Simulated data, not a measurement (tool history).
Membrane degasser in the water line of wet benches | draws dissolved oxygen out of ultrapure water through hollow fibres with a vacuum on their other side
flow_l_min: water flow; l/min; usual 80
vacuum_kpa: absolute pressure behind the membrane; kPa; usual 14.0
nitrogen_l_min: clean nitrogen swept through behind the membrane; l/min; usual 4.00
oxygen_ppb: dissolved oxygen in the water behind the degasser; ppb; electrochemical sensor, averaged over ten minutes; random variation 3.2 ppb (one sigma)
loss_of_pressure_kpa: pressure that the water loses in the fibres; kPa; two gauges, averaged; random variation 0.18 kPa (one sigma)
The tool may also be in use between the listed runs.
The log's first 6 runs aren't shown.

run	hour	flow_l_min	vacuum_kpa	nitrogen_l_min	oxygen_ppb	loss_of_pressure_kpa
7	854.5	80	29.7	4.00	1147.2	32.20
8	1023.5	80	29.7	4.00	1137.3	31.89
9	1158.8	80	14.0	4.00	558.4	31.48
10	1233.9	108	14.0	4.00	758.1	43.06
11	1340.7	108	14.0	4.00	760.7	43.31
# hour 1396.1: seals of the vacuum lines changed
12	1472.3	108	14.0	5.46	628.3	43.40
13	1573.8	108	14.0	5.46	627.0	43.03
14	1692.2	76	14.0	4.00	531.7	30.50
15	1770.2	76	19.9	4.00	752.9	30.33
16	1842.4	76	19.9	4.00	743.5	30.70
17	1975.9	52	14.0	4.00	358.0	20.95
18	2085.2	52	9.1	1.62	422.5	20.26
19	2228.0	67	23.2	3.77	809.4	26.85
20	2381.9	84	14.5	3.77	632.8	33.83
21	2490.0	84	14.5	3.77	631.7	33.29
22	2558.2	49	14.5	1.83	641.1	19.47
23	2651.1	76	22.7	5.61	654.8	30.04
24	2776.1	76	22.7	5.61	666.2	30.14
25	2939.3	76	22.7	5.61	663.8	30.11
26	3028.5	76	22.7	5.61	666.9	30.04
27	3126.4	96	14.0	4.00	671.2	37.89
28	3264.5	96	14.0	4.00	676.7	38.36
29	3342.3	96	25.2	4.00	1153.8	38.18
30	3501.5	64	14.0	2.24	677.6	25.51
31	3603.9	93	14.0	2.24	947.9	36.61

5 ways to go on from here, each from the tool as it stands after run 31. What would each give?
A	3689.0	92	25.3	1.72	?	?
B	3689.0	80	25.0	4.36	?	?
C	3689.0	52	20.3	9.74	?	?
D	3689.0	93	26.9	5.80	?	?
E	3689.0	70	15.4	2.24	?	?

run	oxygen_ppb	loss_of_pressure_kpa
A	1901.0	36.46
B	909.0	31.64
C	261.9	20.49
D	922.6	36.74
E	817.7	27.92
Without the tool's hidden state the same runs would have given:
run	oxygen_ppb	loss_of_pressure_kpa
A	1900.5	37.20
B	908.5	32.28
C	261.7	20.90
D	922.1	37.49
E	817.2	28.48
